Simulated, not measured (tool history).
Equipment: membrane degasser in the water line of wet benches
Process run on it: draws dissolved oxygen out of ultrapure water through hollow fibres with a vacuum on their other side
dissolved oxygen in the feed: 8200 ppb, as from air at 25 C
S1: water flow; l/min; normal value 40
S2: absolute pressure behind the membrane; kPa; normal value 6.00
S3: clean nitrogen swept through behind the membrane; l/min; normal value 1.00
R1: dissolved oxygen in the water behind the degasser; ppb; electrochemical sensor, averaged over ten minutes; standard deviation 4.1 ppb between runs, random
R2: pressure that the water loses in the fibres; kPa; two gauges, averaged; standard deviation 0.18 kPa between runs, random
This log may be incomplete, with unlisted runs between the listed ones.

Run 1, day 0.000: usual settings. Result: R1 415.9 ppb, R2 35.37 kPa.
Run 2, day 4.821: usual settings. Result: R1 418.0 ppb, R2 35.41 kPa.
Run 3, day 7.588: usual settings. Result: R1 411.6 ppb, R2 35.28 kPa.
Run 4, day 11.788: usual settings. Result: R1 422.8 ppb, R2 35.34 kPa.
Run 5, day 14.100: usual settings but S3 1.30 l/min. Result: R1 382.6 ppb, R2 35.60 kPa.
Run 6, day 18.150: usual settings. Result: R1 414.8 ppb, R2 35.23 kPa.
Run 7, day 22.971: usual settings but S3 2.51 l/min. Result: R1 299.6 ppb, R2 35.42 kPa.
Run 8, day 25.500: usual settings but S3 0.78 l/min. Result: R1 461.5 ppb, R2 35.52 kPa.
Run 9, day 27.604: usual settings but S2 5.18 kPa. Result: R1 360.1 ppb, R2 35.40 kPa.
Run 10, day 31.846: usual settings but S2 5.18 kPa. Result: R1 364.0 ppb, R2 35.47 kPa.
Run 11, day 36.829: usual settings but S3 0.54 l/min. Result: R1 536.8 ppb, R2 35.50 kPa.
Run 12, day 38.904: usual settings but S1 58 l/min, S3 0.54 l/min. Result: R1 721.3 ppb, R2 51.35 kPa.
Run 13, day 41.133: usual settings. Result: R1 417.7 ppb, R2 35.24 kPa.
Run 14, day 45.692: usual settings. Result: R1 425.0 ppb, R2 35.69 kPa.
Run 15, day 48.692: usual settings but S3 1.29 l/min. Result: R1 373.2 ppb, R2 35.49 kPa.
Run 16, day 53.171: usual settings but S1 33 l/min, S2 6.42 kPa, S3 0.62 l/min. Result: R1 464.4 ppb, R2 29.19 kPa.
Run 17, day 57.271: usual settings but S1 38 l/min, S3 1.38 l/min. Result: R1 358.2 ppb, R2 33.56 kPa.
Run 18, day 62.192: usual settings but S1 38 l/min, S2 13.69 kPa, S3 0.76 l/min. Result: R1 1070.4 ppb, R2 33.95 kPa.
Run 19, day 66.738: usual settings but S1 38 l/min, S2 13.69 kPa, S3 0.76 l/min. Result: R1 1075.7 ppb, R2 33.55 kPa.
Run 20, day 69.696: usual settings but S1 41 l/min, S2 6.21 kPa, S3 1.26 l/min. Result: R1 405.8 ppb, R2 36.55 kPa.
Run 21, day 73.621: usual settings but S1 41 l/min, S2 9.79 kPa, S3 2.13 l/min. Result: R1 485.1 ppb, R2 36.22 kPa.
Run 22, day 77.521: usual settings but S2 9.57 kPa, S3 0.65 l/min. Result: R1 846.5 ppb, R2 35.69 kPa.
Run 23, day 80.892: usual settings but S2 9.57 kPa, S3 0.65 l/min. Result: R1 855.7 ppb, R2 35.28 kPa.
Run 24, day 83.650: usual settings but S1 52 l/min, S2 4.47 kPa, S3 0.96 l/min. Result: R1 407.0 ppb, R2 46.31 kPa.
Run 25, day 86.729: usual settings but S1 26 l/min, S2 11.94 kPa, S3 0.66 l/min. Result: R1 774.5 ppb, R2 23.08 kPa.
Run 26, day 88.875: usual settings but S2 12.93 kPa, S3 1.75 l/min. Result: R1 665.5 ppb, R2 35.63 kPa.
Run 27, day 93.008: usual settings but S2 12.93 kPa, S3 1.75 l/min. Result: R1 662.7 ppb, R2 35.47 kPa.
Run 28, day 95.062: usual settings but S1 25 l/min, S2 3.73 kPa. Result: R1 148.3 ppb, R2 22.42 kPa.
Run 29, day 98.067: usual settings but S1 47 l/min, S2 6.36 kPa, S3 2.59 l/min. Result: R1 369.5 ppb, R2 42.01 kPa.

Run by run, hidden condition taken away, random variation retained:
Hidden state at play: membrane still open, %; true pressure behind the membrane over the reading, kPa; air that leaks in behind the membrane, l/min; drift of the gauge itself on oxygen_ppb, %; drift of the gauge itself on loss_of_pressure_kpa, %.
run      R1     R2
  1   411.9  35.20
  2   413.6  35.23
  3   406.9  35.10
  4   417.6  35.14
  5   377.0  35.39
  6   409.2  35.02
  7   293.5  35.19
  8   455.5  35.29
  9   353.5  35.16
 10   356.8  35.22
 11   530.8  35.24
 12   714.1  50.97
 13   409.7  34.97
 14   416.5  35.41
 15   364.7  35.21
 16   456.8  28.95
 17   348.9  33.27
 18  1062.2  33.65
 19  1067.0  33.24
 20   395.1  36.21
 21   473.6  35.87
 22   837.5  35.34
 23   846.3  34.92
 24   392.3  45.83
 25   763.3  22.83
 26   651.6  35.25
 27   648.6  35.08
 28   139.0  22.17
 29   356.5  41.54

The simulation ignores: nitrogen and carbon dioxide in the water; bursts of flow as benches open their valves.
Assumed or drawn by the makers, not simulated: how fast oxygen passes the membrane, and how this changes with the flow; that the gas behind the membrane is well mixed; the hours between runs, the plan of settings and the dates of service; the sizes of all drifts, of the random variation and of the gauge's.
